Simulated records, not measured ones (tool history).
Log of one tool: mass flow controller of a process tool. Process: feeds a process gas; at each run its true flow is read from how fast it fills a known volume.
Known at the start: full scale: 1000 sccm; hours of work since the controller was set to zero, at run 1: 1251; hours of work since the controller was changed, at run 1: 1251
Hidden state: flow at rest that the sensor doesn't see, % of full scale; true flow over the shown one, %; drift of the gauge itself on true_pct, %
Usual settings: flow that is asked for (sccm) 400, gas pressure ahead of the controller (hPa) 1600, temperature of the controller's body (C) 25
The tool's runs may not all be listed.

| run | day | flow that is asked for (sccm) | gas pressure ahead of the controller (hPa) | temperature of the controller's body (C) | hours of work since the controller was set to zero | hours of work since the controller was changed | true flow (%) |
|---|---|---|---|---|---|---|---|
| 1 | 0 | 400 | 1600 | 25 | 1251 | 1251 | 98.9 |
| 2 | 8.138 | 400 | 2290 | 25 | 1316 | 1316 | 99.12 |
| 3 | 14.121 | 400 | 2290 | 25 | 1364 | 1364 | 99.08 |
| 4 | 23.962 | 400 | 2290 | 25 | 1443 | 1443 | 99.04 |
| 5 | 32.979 | 400 | 2290 | 25 | 1515 | 1515 | 98.89 |
| 6 | 38.742 | 400 | 1600 | 25 | 1561 | 1561 | 98.46 |
| 7 | 44.725 | 400 | 1600 | 25 | 1609 | 1609 | 98.3 |
| 8 | 52.408 | 121 | 1600 | 25 | 1671 | 1671 | 97.83 |
| 9 | 59.479 | 121 | 1600 | 25 | 1727 | 1727 | 97.73 |
| 10 | 65.788 | 121 | 1600 | 25 | 1778 | 1778 | 97.71 |
| 11 | 75.029 | 400 | 1590 | 31 | 1852 | 1852 | 97.32 |

3 ways to go on from here, each from the tool as it stands after run 11. What would each give?
| A | 80.058 | 400 | 1930 | 25 | 1892 | 1892 | ? |
| B | 80.058 | 264 | 1590 | 28 | 1892 | 1892 | ? |
| C | 80.058 | 400 | 2340 | 32 | 1892 | 1892 | ? |

| run | true flow (%) |
|---|---|
| A | 98.35 |
| B | 97.5 |
| C | 97.61 |
Without the tool's hidden state the same runs would have given:
| run | true flow (%) |
|---|---|
| A | 99.16 |
| B | 98.31 |
| C | 98.42 |

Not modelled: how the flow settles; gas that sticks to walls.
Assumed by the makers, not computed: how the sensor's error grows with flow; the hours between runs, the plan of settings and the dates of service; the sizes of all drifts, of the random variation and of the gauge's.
